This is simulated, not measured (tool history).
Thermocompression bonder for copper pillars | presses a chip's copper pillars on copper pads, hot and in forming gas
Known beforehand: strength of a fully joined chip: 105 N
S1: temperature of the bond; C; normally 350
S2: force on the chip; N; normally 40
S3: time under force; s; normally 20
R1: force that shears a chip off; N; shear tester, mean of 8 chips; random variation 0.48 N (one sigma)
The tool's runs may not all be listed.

{"run": 1, "day": 0.0, "S1": 350, "S2": 40, "S3": 20, "R1": 44.6}
{"run": 2, "day": 1.938, "S1": 350, "S2": 40, "S3": 15, "R1": 39.8}
{"run": 3, "day": 3.958, "S1": 350, "S2": 39, "S3": 20, "R1": 43.5}
{"day": 5.908, "done": "forming gas filter changed"}
{"run": 4, "day": 6.433, "S1": 350, "S2": 39, "S3": 20, "R1": 44.8}
{"run": 5, "day": 7.738, "S1": 350, "S2": 39, "S3": 26, "R1": 48.1}
{"run": 6, "day": 10.462, "S1": 350, "S2": 39, "S3": 39, "R1": 55.4}
{"run": 7, "day": 13.046, "S1": 350, "S2": 39, "S3": 39, "R1": 56.3}
{"run": 8, "day": 14.625, "S1": 350, "S2": 39, "S3": 11, "R1": 35.2}
{"run": 9, "day": 17.192, "S1": 350, "S2": 39, "S3": 11, "R1": 34.9}
{"day": 18.471, "done": "forming gas filter changed"}
{"run": 10, "day": 19.762, "S1": 350, "S2": 40, "S3": 14, "R1": 39.6}
{"run": 11, "day": 22.125, "S1": 350, "S2": 40, "S3": 14, "R1": 39.5}
{"run": 12, "day": 24.342, "S1": 350, "S2": 40, "S3": 14, "R1": 39.3}
{"run": 13, "day": 25.725, "S1": 350, "S2": 40, "S3": 14, "R1": 40.1}
{"run": 14, "day": 27.742, "S1": 350, "S2": 40, "S3": 20, "R1": 45.4}
{"run": 15, "day": 30.2, "S1": 350, "S2": 40, "S3": 20, "R1": 44.8}
{"day": 31.071, "done": "forming gas filter changed"}
{"run": 16, "day": 32.842, "S1": 350, "S2": 40, "S3": 20, "R1": 46.0}
{"run": 17, "day": 35.188, "S1": 350, "S2": 28, "S3": 20, "R1": 35.6}
{"run": 18, "day": 36.396, "S1": 350, "S2": 28, "S3": 20, "R1": 35.8}
{"run": 19, "day": 38.925, "S1": 350, "S2": 52, "S3": 49, "R1": 70.0}
{"run": 20, "day": 40.975, "S1": 321, "S2": 30, "S3": 10, "R1": 19.6}
{"run": 21, "day": 42.183, "S1": 364, "S2": 30, "S3": 11, "R1": 34.0}
{"day": 43.608, "done": "forming gas filter changed"}
{"run": 22, "day": 44.638, "S1": 320, "S2": 30, "S3": 19, "R1": 26.0}
{"run": 23, "day": 46.433, "S1": 320, "S2": 30, "S3": 19, "R1": 25.9}
{"run": 24, "day": 49.025, "S1": 341, "S2": 30, "S3": 19, "R1": 33.5}
{"day": 49.867, "done": "heater calibrated with a thermocouple chip"}
{"run": 25, "day": 50.996, "S1": 341, "S2": 30, "S3": 19, "R1": 28.9}
{"run": 26, "day": 53.083, "S1": 341, "S2": 51, "S3": 19, "R1": 44.0}
{"run": 27, "day": 55.029, "S1": 361, "S2": 40, "S3": 24, "R1": 49.9}
{"day": 56.283, "done": "forming gas filter changed"}
{"run": 28, "day": 57.146, "S1": 355, "S2": 40, "S3": 20, "R1": 43.4}
{"run": 29, "day": 59.408, "S1": 355, "S2": 27, "S3": 20, "R1": 33.1}
{"run": 30, "day": 61.154, "S1": 320, "S2": 44, "S3": 11, "R1": 24.0}
{"run": 31, "day": 63.446, "S1": 326, "S2": 34, "S3": 12, "R1": 22.6}
{"run": 32, "day": 65.65, "S1": 330, "S2": 40, "S3": 40, "R1": 43.2}
{"run": 33, "day": 67.038, "S1": 330, "S2": 40, "S3": 40, "R1": 43.5}
{"day": 68.975, "done": "forming gas filter changed"}
{"run": 34, "day": 69.25, "S1": 326, "S2": 25, "S3": 14, "R1": 18.9}
{"run": 35, "day": 71.975, "S1": 350, "S2": 40, "S3": 13, "R1": 36.7}

Forecast each of these 4 alternatives for the next run:
{"run": "A", "day": 74.675, "S1": 340, "S2": 25, "S3": 16, "R1": "?"}
{"run": "B", "day": 74.675, "S1": 350, "S2": 46, "S3": 13, "R1": "?"}
{"run": "C", "day": 74.675, "S1": 350, "S2": 51, "S3": 20, "R1": "?"}
{"run": "D", "day": 74.675, "S1": 330, "S2": 58, "S3": 29, "R1": "?"}

run=A R1=24.4
run=B R1=39.6
run=C R1=50.4
run=D R1=52.0
Take away the tool's hidden state, keep each run's random variation, and the runs would have read:
run=A R1=24.6
run=B R1=40.0
run=C R1=51.0
run=D R1=52.4
